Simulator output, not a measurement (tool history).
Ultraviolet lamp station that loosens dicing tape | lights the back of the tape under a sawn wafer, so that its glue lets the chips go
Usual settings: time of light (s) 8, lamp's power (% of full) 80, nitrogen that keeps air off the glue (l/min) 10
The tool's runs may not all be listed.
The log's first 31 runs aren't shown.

| run | day | time of light (s) | lamp's power (% of full) | nitrogen that keeps air off the glue (l/min) | force that peels the tape off (N) | light that reached the tape (mJ/cm2) |
|---|---|---|---|---|---|---|
| 32 | 66.375 | 6 | 80 | 4 | 1.989 | 218 |
| 33 | 68.946 | 16 | 82 | 7 | 0.182 | 587 |
| 34 | 71.217 | 15 | 82 | 17 | 0.156 | 547 |
| 35 | 72.625 | 12 | 91 | 3 | 0.478 | 489 |
| 36 | 74.517 | 12 | 91 | 3 | 0.485 | 494 |
| 37 | 76.508 | 12 | 91 | 3 | 0.451 | 480 |
| 38 | 78.875 | 9 | 91 | 4 | 0.701 | 362 |
|  | 80.112 | window cleaned of glue's vapour |
| 39 | 80.3 | 16 | 82 | 4 | 0.255 | 591 |
| 40 | 83.038 | 6 | 68 | 6 | 1.88 | 183 |
| 41 | 84.275 | 8 | 79 | 8 | 0.677 | 282 |
| 42 | 87.121 | 8 | 79 | 8 | 0.673 | 284 |
| 43 | 88.412 | 14 | 94 | 16 | 0.151 | 581 |

4 ways to go on from here, each from the tool as it stands after run 43. What would each give?
| A | 90.104 | 7 | 94 | 18 | ? | ? |
| B | 90.104 | 9 | 80 | 6 | ? | ? |
| C | 90.104 | 8 | 77 | 10 | ? | ? |
| D | 90.104 | 6 | 67 | 10 | ? | ? |

| run | force that peels the tape off (N) | light that reached the tape (mJ/cm2) |
|---|---|---|
| A | 0.339 | 296 |
| B | 0.649 | 327 |
| C | 0.613 | 275 |
| D | 1.445 | 176 |
Without the tool's hidden state the same runs would have given:
| run | force that peels the tape off (N) | light that reached the tape (mJ/cm2) |
|---|---|---|
| A | 0.337 | 296 |
| B | 0.646 | 328 |
| C | 0.61 | 276 |
| D | 1.44 | 176 |

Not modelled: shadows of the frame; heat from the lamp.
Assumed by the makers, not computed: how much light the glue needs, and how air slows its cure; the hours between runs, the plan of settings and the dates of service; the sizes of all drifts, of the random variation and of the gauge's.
